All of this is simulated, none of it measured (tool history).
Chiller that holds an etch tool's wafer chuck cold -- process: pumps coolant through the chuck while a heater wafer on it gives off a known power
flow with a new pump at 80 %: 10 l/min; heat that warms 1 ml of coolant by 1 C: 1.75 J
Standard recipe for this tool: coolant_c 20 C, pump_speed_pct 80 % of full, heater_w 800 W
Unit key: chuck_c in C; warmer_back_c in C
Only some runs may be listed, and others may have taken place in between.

Run 1, hour 0: usual settings. Result: chuck_c 28 C, warmer_back_c 3.36 C.
Run 2, hour 95.9: usual settings. Result: chuck_c 28.2 C, warmer_back_c 3.37 C.
Run 3, hour 200: usual settings but heater_w 806 W. Result: chuck_c 28.3 C, warmer_back_c 3.41 C.
Run 4, hour 296: usual settings but heater_w 806 W. Result: chuck_c 28.2 C, warmer_back_c 3.32 C.
At hour 406.9: coolant pump overhauled.
Run 5, hour 485.7: usual settings but pump_speed_pct 99 % of full. Result: chuck_c 26.6 C, warmer_back_c 2.18 C.
Run 6, hour 579.2: usual settings but pump_speed_pct 99 % of full. Result: chuck_c 26.5 C, warmer_back_c 2.26 C.
Run 7, hour 785.6: usual settings but pump_speed_pct 99 % of full. Result: chuck_c 26.7 C, warmer_back_c 2.26 C.
Run 8, hour 980.4: usual settings but pump_speed_pct 99 % of full. Result: chuck_c 26.8 C, warmer_back_c 2.28 C.
Run 9, hour 1080.9: usual settings but coolant_c 25 C, pump_speed_pct 90 % of full, heater_w 842 W. Result: chuck_c 32.2 C, warmer_back_c 2.6 C.
Run 10, hour 1225.6: usual settings but pump_speed_pct 67 % of full, heater_w 515 W. Result: chuck_c 25.6 C, warmer_back_c 2.2 C.
Run 11, hour 1414.6: usual settings but coolant_c 25 C, pump_speed_pct 76 % of full, heater_w 492 W. Result: chuck_c 30.1 C, warmer_back_c 1.83 C.
Run 12, hour 1563: usual settings but coolant_c 25 C, pump_speed_pct 76 % of full, heater_w 492 W. Result: chuck_c 30 C, warmer_back_c 1.85 C.
Run 13, hour 1703.6: usual settings but coolant_c 12 C, pump_speed_pct 72 % of full, heater_w 1143 W. Result: chuck_c 23.6 C, warmer_back_c 4.62 C.
Run 14, hour 1797.5: usual settings but coolant_c 12 C, pump_speed_pct 91 % of full, heater_w 866 W. Result: chuck_c 19.8 C, warmer_back_c 2.78 C.
Run 15, hour 1937.2: usual settings but coolant_c 12 C, pump_speed_pct 91 % of full, heater_w 866 W. Result: chuck_c 20.2 C, warmer_back_c 2.74 C.
Run 16, hour 2028.7: usual settings but coolant_c 11 C, heater_w 668 W. Result: chuck_c 17.7 C, warmer_back_c 2.45 C.

Branching from run 16: 4 alternative next runs. What would each branch give?
Run A, hour 2148.8: usual settings but coolant_c 11 C, heater_w 621 W. Result: chuck_c ?, warmer_back_c ?.
Run B, hour 2148.8: usual settings but coolant_c 16 C, pump_speed_pct 74 % of full, heater_w 1193 W. Result: chuck_c ?, warmer_back_c ?.
Run C, hour 2148.8: usual settings but coolant_c 10 C, pump_speed_pct 76 % of full. Result: chuck_c ?, warmer_back_c ?.
Run D, hour 2148.8: usual settings but heater_w 905 W. Result: chuck_c ?, warmer_back_c ?.

run  chuck_c  warmer_back_c
  A     17.2           2.29
  B     28.4           4.79
  C     18.3           3.11
  D       29           3.35
The same runs, with their run-to-run variation unchanged, on a tool lacking any hidden condition would have given:
run  chuck_c  warmer_back_c
  A     16.3           2.14
  B       27           4.49
  C     17.2           2.92
  D     27.9           3.15
